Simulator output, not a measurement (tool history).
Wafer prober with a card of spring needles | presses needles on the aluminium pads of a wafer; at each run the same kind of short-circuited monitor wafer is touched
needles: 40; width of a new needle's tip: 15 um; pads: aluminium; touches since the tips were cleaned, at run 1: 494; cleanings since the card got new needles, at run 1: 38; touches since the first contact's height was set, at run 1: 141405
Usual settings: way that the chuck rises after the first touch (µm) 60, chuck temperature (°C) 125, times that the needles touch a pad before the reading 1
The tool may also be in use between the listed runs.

| run | hour | way that the chuck rises after the first touch (µm) | chuck temperature (°C) | times that the needles touch a pad before the reading | touches since the tips were cleaned | cleanings since the card got new needles | touches since the first contact's height was set | resistance of one needle with its contact and lead (mohm) | way that a needle slides on the pad (µm) |
|---|---|---|---|---|---|---|---|---|---|
| 1 | 0.0 | 60 | 125 | 1 | 494 | 38 | 141405 | 261 | 11.33 |
|  | 7.7 | tips cleaned on abrasive film |
| 2 | 9.8 | 60 | 125 | 1 | 860 | 39 | 145248 | 258 | 11.35 |
|  | 16.7 | tips cleaned on abrasive film |
| 3 | 18.0 | 60 | 125 | 1 | 533 | 40 | 148431 | 263 | 11.32 |
| 4 | 23.7 | 60 | 125 | 1 | 2779 | 40 | 150677 | 262 | 11.35 |
|  | 25.7 | tips cleaned on abrasive film |
| 5 | 32.7 | 60 | 125 | 1 | 2751 | 41 | 154192 | 264 | 11.29 |
|  | 35.0 | tips cleaned on abrasive film |
| 6 | 42.2 | 60 | 125 | 1 | 2842 | 42 | 157911 | 267 | 11.33 |
|  | 43.8 | tips cleaned on abrasive film |
| 7 | 47.8 | 60 | 125 | 2 | 1559 | 43 | 160053 | 263 | 11.35 |
|  | 53.0 | tips cleaned on abrasive film |
|  | 53.3 | height of the first contact set anew |
| 8 | 53.8 | 60 | 125 | 1 | 204 | 44 | 204 | 261 | 11.34 |
| 9 | 59.9 | 60 | 125 | 1 | 2611 | 44 | 2611 | 260 | 11.39 |
|  | 62.0 | tips cleaned on abrasive film |
| 10 | 69.6 | 60 | 125 | 1 | 2995 | 45 | 6391 | 264 | 11.33 |
|  | 70.9 | tips cleaned on abrasive film |
| 11 | 79.1 | 60 | 125 | 1 | 3241 | 46 | 10110 | 262 | 11.27 |
|  | 79.6 | tips cleaned on abrasive film |
| 12 | 85.5 | 60 | 125 | 1 | 2321 | 47 | 12590 | 264 | 11.26 |
|  | 89.1 | tips cleaned on abrasive film |
| 13 | 90.2 | 60 | 125 | 1 | 457 | 48 | 14422 | 261 | 11.26 |
| 14 | 96.9 | 60 | 125 | 1 | 3078 | 48 | 17043 | 260 | 11.30 |
|  | 98.2 | tips cleaned on abrasive film |
| 15 | 106.8 | 60 | 125 | 1 | 3384 | 49 | 20903 | 262 | 11.26 |
|  | 107.3 | tips cleaned on abrasive film |
| 16 | 113.5 | 60 | 125 | 1 | 2481 | 50 | 23545 | 261 | 11.27 |
|  | 116.2 | tips cleaned on abrasive film |
| 17 | 117.7 | 52 | 125 | 1 | 571 | 51 | 25142 | 268 | 9.71 |
|  | 125.1 | tips cleaned on abrasive film |
| 18 | 127.0 | 52 | 125 | 1 | 766 | 52 | 28774 | 266 | 9.75 |
|  | 134.0 | tips cleaned on abrasive film |
| 19 | 136.2 | 52 | 125 | 1 | 840 | 53 | 32349 | 267 | 9.81 |
|  | 143.1 | tips cleaned on abrasive film |
| 20 | 145.4 | 66 | 34 | 1 | 884 | 54 | 35936 | 235 | 12.35 |
|  | 151.9 | tips cleaned on abrasive film |
| 21 | 154.3 | 66 | 34 | 1 | 925 | 55 | 39419 | 239 | 12.29 |
|  | 161.0 | tips cleaned on abrasive film |
| 22 | 163.7 | 77 | 38 | 1 | 1064 | 56 | 43086 | 235 | 14.34 |
|  | 170.1 | tips cleaned on abrasive film |
| 23 | 170.2 | 77 | 38 | 1 | 28 | 57 | 45622 | 233 | 14.39 |
|  | 173.4 | gauge calibrated |
|  | 179.1 | tips cleaned on abrasive film |
| 24 | 179.1 | 60 | 67 | 1 | 0 | 58 | 49109 | 247 | 11.30 |
| 25 | 185.7 | 48 | 125 | 3 | 2599 | 58 | 51708 | 266 | 9.16 |
|  | 188.3 | tips cleaned on abrasive film |
| 26 | 193.7 | 60 | 36 | 1 | 2108 | 59 | 54807 | 239 | 11.36 |
|  | 197.8 | tips cleaned on abrasive film |
| 27 | 199.4 | 60 | 36 | 1 | 598 | 60 | 57011 | 242 | 11.40 |
|  | 206.9 | tips cleaned on abrasive film |
| 28 | 209.1 | 71 | 46 | 2 | 868 | 61 | 60809 | 240 | 13.44 |
| 29 | 213.9 | 69 | 49 | 3 | 2762 | 61 | 62703 | 240 | 13.03 |
|  | 215.7 | tips cleaned on abrasive film |
| 30 | 223.6 | 80 | 49 | 3 | 3125 | 62 | 66488 | 236 | 15.17 |
|  | 224.6 | tips cleaned on abrasive film |
| 31 | 231.9 | 80 | 49 | 3 | 2893 | 63 | 69740 | 237 | 15.17 |
|  | 233.7 | tips cleaned on abrasive film |
| 32 | 240.2 | 73 | 36 | 1 | 2565 | 64 | 72956 | 234 | 13.74 |

Forecast each of these 3 alternatives for the next run:
|  | 242.6 | tips cleaned on abrasive film |
| A | 246.6 | 53 | 36 | 2 | 1583 | 65 | 75437 | ? | ? |
|  | 242.6 | tips cleaned on abrasive film |
| B | 246.6 | 70 | 108 | 1 | 1583 | 65 | 75437 | ? | ? |
|  | 242.6 | tips cleaned on abrasive film |
| C | 246.6 | 60 | 99 | 1 | 1583 | 65 | 75437 | ? | ? |

| run | resistance of one needle with its contact and lead (mohm) | way that a needle slides on the pad (µm) |
|---|---|---|
| A | 239 | 10.00 |
| B | 255 | 13.19 |
| C | 258 | 11.31 |
Without the tool's hidden state the same runs would have given:
| run | resistance of one needle with its contact and lead (mohm) | way that a needle slides on the pad (µm) |
|---|---|---|
| A | 239 | 10.08 |
| B | 255 | 13.30 |
| C | 257 | 11.40 |

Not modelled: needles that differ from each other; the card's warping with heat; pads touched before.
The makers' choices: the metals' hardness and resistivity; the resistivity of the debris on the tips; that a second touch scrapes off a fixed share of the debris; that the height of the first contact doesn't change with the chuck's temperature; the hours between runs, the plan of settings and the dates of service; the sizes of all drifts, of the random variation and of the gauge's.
